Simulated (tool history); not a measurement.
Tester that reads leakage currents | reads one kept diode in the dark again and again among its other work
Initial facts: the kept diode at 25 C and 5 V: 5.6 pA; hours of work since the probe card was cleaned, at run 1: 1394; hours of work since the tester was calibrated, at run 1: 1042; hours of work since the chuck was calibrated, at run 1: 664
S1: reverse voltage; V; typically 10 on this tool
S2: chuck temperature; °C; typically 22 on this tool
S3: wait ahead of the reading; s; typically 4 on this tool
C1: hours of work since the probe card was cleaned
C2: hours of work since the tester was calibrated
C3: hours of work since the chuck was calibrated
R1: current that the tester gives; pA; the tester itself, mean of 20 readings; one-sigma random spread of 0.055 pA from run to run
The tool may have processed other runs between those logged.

Run 1, hour 0: usual settings; C1 1394; C2 1042; C3 664. Result: R1 12.56 pA.
Run 2, hour 214.6: usual settings; C1 1539; C2 1187; C3 809. Result: R1 13.16 pA.
Run 3, hour 354.6: usual settings but S1 4.7 V; C1 1634; C2 1282; C3 903. Result: R1 7.48 pA.
Run 4, hour 475.1: usual settings; C1 1715; C2 1363; C3 985. Result: R1 13.67 pA.
Run 5, hour 643.3: usual settings; C1 1829; C2 1477; C3 1099. Result: R1 14.34 pA.
Run 6, hour 842.4: usual settings; C1 1964; C2 1612; C3 1233. Result: R1 14.79 pA.
Run 7, hour 1009.2: usual settings; C1 2076; C2 1724; C3 1346. Result: R1 15.19 pA.
Run 8, hour 1195: usual settings; C1 2202; C2 1850; C3 1471. Result: R1 15.61 pA.
Run 9, hour 1357.5: usual settings but S1 1.8 V; C1 2312; C2 1960; C3 1581. Result: R1 4.23 pA.
Run 10, hour 1558.6: usual settings but S1 1.8 V; C1 2448; C2 2096; C3 1717. Result: R1 4.29 pA.
Run 11, hour 1681.9: usual settings but S1 1.8 V; C1 2531; C2 2179; C3 1800. Result: R1 4.44 pA.
At hour 1698.9: tester calibrated.
Run 12, hour 1884: usual settings but S1 1.8 V; C1 2666; C2 125; C3 1936. Result: R1 4.54 pA.
Run 13, hour 2022.7: usual settings but S1 1.8 V; C1 2760; C2 219; C3 2030. Result: R1 4.65 pA.
At hour 2076.3: chuck's temperature calibrated.
At hour 2112.9: tester calibrated, once more.
Run 14, hour 2133.2: usual settings but S1 1.8 V; C1 2832; C2 14; C3 37. Result: R1 4.63 pA.
Run 15, hour 2239.1: usual settings; C1 2903; C2 85; C3 109. Result: R1 18.34 pA.
Run 16, hour 2405: usual settings but S1 1.2 V, S2 31 °C; C1 3016; C2 197; C3 221. Result: R1 5.45 pA.
Run 17, hour 2544.8: usual settings but S1 1.6 V, S2 31 °C, S3 0.92 s; C1 3110; C2 292; C3 315. Result: R1 7.18 pA.
Run 18, hour 2654.7: usual settings but S1 15.5 V, S2 51 °C; C1 3184; C2 366; C3 390. Result: R1 83.99 pA.
Run 19, hour 2752.2: usual settings but S1 15.5 V, S2 51 °C; C1 3250; C2 432; C3 456. Result: R1 84.02 pA.
Run 20, hour 2940.2: usual settings but S1 15.7 V, S2 45 °C; C1 3377; C2 559; C3 583. Result: R1 64.59 pA.
Run 21, hour 3058.8: usual settings but S2 37 °C; C1 3457; C2 639; C3 663. Result: R1 33.29 pA.
At hour 3243.9: probe card cleaned and baked.
Run 22, hour 3271: usual settings but S1 1.2 V, S2 55 °C, S3 1.36 s; C1 18; C2 781; C3 804. Result: R1 20.68 pA.
Run 23, hour 3428.7: usual settings but S1 3.3 V, S2 55 °C, S3 1.36 s; C1 125; C2 887; C3 911. Result: R1 36.24 pA.
Run 24, hour 3627.2: usual settings but S1 15.4 V, S2 23 °C, S3 0.48 s; C1 259; C2 1021; C3 1045. Result: R1 22.41 pA.
Run 25, hour 3743.1: usual settings but S1 3 V, S2 24 °C; C1 337; C2 1100; C3 1123. Result: R1 4.63 pA.
Run 26, hour 3837.4: usual settings but S1 6.2 V, S2 34 °C; C1 401; C2 1163; C3 1187. Result: R1 13.57 pA.
Run 27, hour 4054.7: usual settings but S1 9.6 V, S2 29 °C; C1 548; C2 1310; C3 1334. Result: R1 13.4 pA.
Run 28, hour 4254.8: usual settings but S1 9.6 V, S2 29 °C; C1 683; C2 1446; C3 1469. Result: R1 13.95 pA.
Run 29, hour 4362.8: usual settings but S3 1.08 s; C1 756; C2 1519; C3 1542. Result: R1 12.68 pA.
Run 30, hour 4536.6: usual settings but S1 2.5 V, S2 25 °C, S3 3.55 s; C1 874; C2 1636; C3 1659. Result: R1 4.73 pA.

For each run, the measured value with the value that run would have given without the tool's hidden condition subtracted. The run-to-run variation is shared by both, the gauge scatter possibly not:
Hidden conditions of the tool in this case: stray current of the dirty probe card, pA a volt; current scale over the true one, %; true chuck temperature over the reading, C; drift of the gauge itself on leakage_pa, %.
run      R1
  1   +5.05
  2   +5.59
  3   +2.75
  4   +6.25
  5   +6.71
  6   +7.21
  7   +7.63
  8   +8.15
  9   +1.49
 10   +1.58
 11   +1.64
 12   +1.78
 13   +1.83
 14   +1.88
 15  +10.84
 16   +1.32
 17   +1.82
 18  +17.93
 19  +18.13
 20   +19.3
 21  +12.66
 22   -0.35
 23   -0.52
 24   +1.35
 25   +0.26
 26    +0.6
 27    +1.7
 28   +2.13
 29   +2.69
 30    +0.7
